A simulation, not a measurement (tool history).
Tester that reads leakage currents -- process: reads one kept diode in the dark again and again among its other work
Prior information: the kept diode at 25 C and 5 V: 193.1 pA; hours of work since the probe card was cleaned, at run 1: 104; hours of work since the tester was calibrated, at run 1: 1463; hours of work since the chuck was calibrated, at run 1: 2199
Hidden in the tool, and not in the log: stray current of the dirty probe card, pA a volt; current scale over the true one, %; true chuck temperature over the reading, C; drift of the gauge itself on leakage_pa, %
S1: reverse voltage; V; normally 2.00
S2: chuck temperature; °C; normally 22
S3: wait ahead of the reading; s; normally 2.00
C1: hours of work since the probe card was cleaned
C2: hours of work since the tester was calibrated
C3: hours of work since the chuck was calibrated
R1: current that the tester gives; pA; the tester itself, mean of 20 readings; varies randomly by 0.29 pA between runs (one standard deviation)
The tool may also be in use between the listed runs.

run    hour     S1  S2    S3   C1    C2    C3       R1
  1     0.0   2.00  22  2.00  104  1463  2199   110.59
  2    73.9   2.00  22  2.00  139  1498  2234   110.62
  3   122.9  10.95  22  2.00  163  1521  2257   259.20
  4   206.6  10.95  22  2.00  202  1560  2296   260.39
  5   253.3   2.00  30  2.00  224  1582  2318   208.39
  6   336.3   2.00  30  2.00  264  1622  2358   208.81
  7   419.5   2.00  30  2.00  303  1661  2397   209.54
  8   467.8   2.00  30  2.00  326  1684  2420   210.36
      522.3  -- chuck's temperature calibrated
  9   546.5   2.00  30  2.00  362  1720    11   186.29
 10   611.3   2.00  30  2.00  393  1751    42   185.05
 11   692.9   2.00  45  2.00  431  1790    81   556.23
 12   758.4   2.00  22  2.00  462  1821   112    98.93
 13   851.9   2.00  22  2.00  507  1865   156    99.75
 14   911.5   2.00  22  2.00  535  1893   184    99.20
 15   975.8  10.19  29  2.96  565  1923   215   388.52
 16  1021.5  10.19  29  2.96  587  1945   236   391.23
 17  1107.3  10.19  29  2.96  628  1986   277   391.08
 18  1153.0   2.00  49  4.67  649  2007   299   743.09
 19  1257.3   3.78  49  0.67  699  2057   348  1026.62
 20  1357.1   3.78  49  0.67  746  2104   395  1035.54
 21  1456.7   3.78  49  0.67  793  2151   442  1025.48
 22  1534.2   3.78  49  0.67  830  2188   479  1040.56
 23  1624.0   1.93  26  0.39  872  2230   521   138.80
 24  1700.7   1.93  26  0.39  908  2267   558   138.72
 25  1761.6   1.93  26  0.39  937  2295   587   139.44

Predict the results of run 26:
 26  1854.7  2.00  55  2.00  981  2339  631   ?

Run 26 came out at R1 1131.88 pA.
Had the tool carried no hidden state, the very same run would have given R1 1077.98 pA.
